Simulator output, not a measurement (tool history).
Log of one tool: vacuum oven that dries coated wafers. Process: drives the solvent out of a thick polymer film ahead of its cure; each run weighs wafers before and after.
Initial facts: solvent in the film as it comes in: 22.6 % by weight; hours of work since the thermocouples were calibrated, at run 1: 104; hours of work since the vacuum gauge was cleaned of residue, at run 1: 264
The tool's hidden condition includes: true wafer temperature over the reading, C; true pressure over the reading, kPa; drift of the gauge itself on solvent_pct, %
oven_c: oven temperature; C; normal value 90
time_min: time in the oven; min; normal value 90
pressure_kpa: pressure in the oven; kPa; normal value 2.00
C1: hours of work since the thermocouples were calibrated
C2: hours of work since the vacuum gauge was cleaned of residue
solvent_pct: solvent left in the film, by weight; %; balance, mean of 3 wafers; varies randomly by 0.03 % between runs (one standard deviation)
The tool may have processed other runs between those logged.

{"run": 1, "hour": 0.0, "oven_c": 90, "time_min": 90, "pressure_kpa": 2.0, "C1": 104, "C2": 264, "solvent_pct": 2.84}
{"run": 2, "hour": 47.2, "oven_c": 90, "time_min": 124, "pressure_kpa": 2.0, "C1": 141, "C2": 301, "solvent_pct": 1.64}
{"run": 3, "hour": 89.3, "oven_c": 90, "time_min": 90, "pressure_kpa": 2.0, "C1": 175, "C2": 335, "solvent_pct": 2.79}
{"run": 4, "hour": 116.5, "oven_c": 90, "time_min": 90, "pressure_kpa": 2.75, "C1": 196, "C2": 357, "solvent_pct": 3.08}
{"run": 5, "hour": 146.3, "oven_c": 90, "time_min": 90, "pressure_kpa": 2.0, "C1": 220, "C2": 380, "solvent_pct": 2.87}
{"run": 6, "hour": 180.8, "oven_c": 90, "time_min": 90, "pressure_kpa": 2.0, "C1": 247, "C2": 408, "solvent_pct": 2.83}
{"run": 7, "hour": 205.4, "oven_c": 90, "time_min": 90, "pressure_kpa": 2.0, "C1": 267, "C2": 427, "solvent_pct": 2.83}
{"run": 8, "hour": 231.8, "oven_c": 88, "time_min": 90, "pressure_kpa": 2.0, "C1": 288, "C2": 448, "solvent_pct": 3.25}
{"run": 9, "hour": 274.1, "oven_c": 89, "time_min": 90, "pressure_kpa": 2.0, "C1": 322, "C2": 482, "solvent_pct": 3.07}
{"run": 10, "hour": 302.4, "oven_c": 90, "time_min": 90, "pressure_kpa": 2.0, "C1": 344, "C2": 504, "solvent_pct": 2.83}
{"run": 11, "hour": 335.2, "oven_c": 90, "time_min": 90, "pressure_kpa": 2.0, "C1": 370, "C2": 530, "solvent_pct": 2.79}
{"run": 12, "hour": 373.2, "oven_c": 90, "time_min": 90, "pressure_kpa": 2.0, "C1": 400, "C2": 561, "solvent_pct": 2.8}
{"run": 13, "hour": 392.7, "oven_c": 90, "time_min": 90, "pressure_kpa": 2.0, "C1": 416, "C2": 576, "solvent_pct": 2.77}
{"run": 14, "hour": 413.8, "oven_c": 90, "time_min": 90, "pressure_kpa": 2.0, "C1": 433, "C2": 593, "solvent_pct": 2.79}
{"run": 15, "hour": 460.4, "oven_c": 90, "time_min": 90, "pressure_kpa": 2.0, "C1": 470, "C2": 630, "solvent_pct": 2.85}
{"run": 16, "hour": 479.5, "oven_c": 90, "time_min": 96, "pressure_kpa": 2.0, "C1": 485, "C2": 645, "solvent_pct": 2.51}

What will run 17 give?
{"run": 17, "hour": 521.8, "oven_c": 92, "time_min": 109, "pressure_kpa": 2.0, "C1": 519, "C2": 679, "solvent_pct": "?"}

{"run 17": {"solvent_pct": 1.71}}
Take away the tool's hidden state, keep the run-to-run variation as it was, and the same run would have given solvent_pct 1.71 %.
